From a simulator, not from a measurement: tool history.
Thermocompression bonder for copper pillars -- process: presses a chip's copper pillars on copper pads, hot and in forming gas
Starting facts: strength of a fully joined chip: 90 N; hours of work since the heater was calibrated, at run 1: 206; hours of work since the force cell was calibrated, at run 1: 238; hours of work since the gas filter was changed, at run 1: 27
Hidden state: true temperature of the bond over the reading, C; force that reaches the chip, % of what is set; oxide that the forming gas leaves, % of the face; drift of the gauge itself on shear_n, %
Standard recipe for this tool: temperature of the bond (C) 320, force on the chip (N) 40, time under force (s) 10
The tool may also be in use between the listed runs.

run    hour  temperature of the bond (C)  force on the chip (N)  time under force (s)  hours of work since the heater was calibrated  hours of work since the force cell was calibrated  hours of work since the gas filter was changed  force that shears a chip off (N)
  1     0.0                          320                     40                    10                                            206                                                238                                              27                              57.6
  2    18.7                          320                     40                    10                                            216                                                248                                              37                              58.6
  3    48.3                          320                     40                    10                                            231                                                263                                              53                              59.0
  4    78.0                          320                     40                    10                                            247                                                278                                              68                              59.2
  5    99.5                          320                     40                    10                                            258                                                290                                              79                              57.7
  6   141.1                          320                     40                    10                                            280                                                311                                             101                              58.8
  7   170.3                          320                     40                    10                                            295                                                326                                             116                              58.0
  8   193.6                          320                     40                    10                                            307                                                339                                             128                              58.7
  9   231.2                          320                     40                    10                                            326                                                358                                             148                              58.1
 10   265.2                          320                     40                     6                                            344                                                376                                             165                              50.3
 11   300.5                          320                     40                     5                                            363                                                394                                             184                              46.8
 12   333.7                          320                     40                     5                                            380                                                411                                             201                              47.1
 13   363.3                          320                     37                    10                                            395                                                427                                             216                              55.1
      378.7  -- forming gas filter changed
 14   389.9                          320                     37                    10                                            409                                                440                                               6                              54.8
 15   428.6                          320                     37                    10                                            429                                                461                                              26                              56.2
 16   467.9                          320                     40                    10                                            449                                                481                                              46                              58.3
 17   508.4                          320                     40                    10                                            470                                                502                                              67                              58.6
 18   532.3                          320                     40                    10                                            483                                                515                                              80                              58.8
 19   564.2                          320                     40                    10                                            499                                                531                                              96                              58.7
 20   605.4                          320                     40                    10                                            521                                                553                                             118                              57.5
 21   626.8                          320                     40                    10                                            532                                                564                                             129                              57.9
 22   662.0                          320                     31                    10                                            550                                                582                                             147                              50.5
 23   702.0                          320                     31                    10                                            571                                                603                                             168                              50.3
 24   723.0                          320                     32                    14                                            582                                                614                                             179                              57.6
 25   758.2                          320                     34                    16                                            600                                                632                                             197                              60.7
 26   799.1                          320                     34                    16                                            622                                                653                                             219                              59.5
      809.4  -- forming gas filter changed
 27   823.8                          320                     34                    16                                            634                                                666                                               7                              60.1
 28   845.7                          314                     50                    10                                            646                                                677                                              19                              62.6
 29   887.9                          317                     25                     9                                            668                                                699                                              41                              42.0
 30   908.7                          321                     41                    12                                            678                                                710                                              52                              62.1
 31   941.4                          310                     46                     5                                            695                                                727                                              69                              46.3
      948.3  -- force cell calibrated
 32   972.5                          310                     46                     5                                            711                                                 13                                              84                              46.7
 33   992.3                          343                     52                     8                                            721                                                 23                                              94                              72.2
 34  1037.4                          343                     31                    24                                            745                                                 46                                             118                              73.4
 35  1079.8                          343                     31                    24                                            767                                                 68                                             140                              73.0
 36  1116.1                          343                     31                    24                                            786                                                 87                                             159                              73.1
 37  1145.0                          320                     52                    15                                            801                                                102                                             174                              71.6
 38  1183.7                          326                     40                    10                                            821                                                122                                             194                              60.8
 39  1226.7                          326                     40                    10                                            843                                                145                                             216                              60.2
     1239.8  -- forming gas filter changed
 40  1270.8                          311                     32                    28                                            866                                                168                                              16                              63.8
 41  1309.9                          346                     32                    10                                            886                                                188                                              36                              62.0

Below are 3 alternative next runs, each starting from the tool's condition after run 41. Predict each:
  A  1353.5                          346                     32                     6                                            909                                                211                                              59                                 ?
  B  1353.5                          320                     54                    12                                            909                                                211                                              59                                 ?
  C  1353.5                          346                     32                    17                                            909                                                211                                              59                                 ?

run  force that shears a chip off (N)
  A                              53.7
  B                              68.4
  C                              70.0
Without the tool's hidden state the same runs would have given:
run  force that shears a chip off (N)
  A                              53.8
  B                              68.5
  C                              70.2

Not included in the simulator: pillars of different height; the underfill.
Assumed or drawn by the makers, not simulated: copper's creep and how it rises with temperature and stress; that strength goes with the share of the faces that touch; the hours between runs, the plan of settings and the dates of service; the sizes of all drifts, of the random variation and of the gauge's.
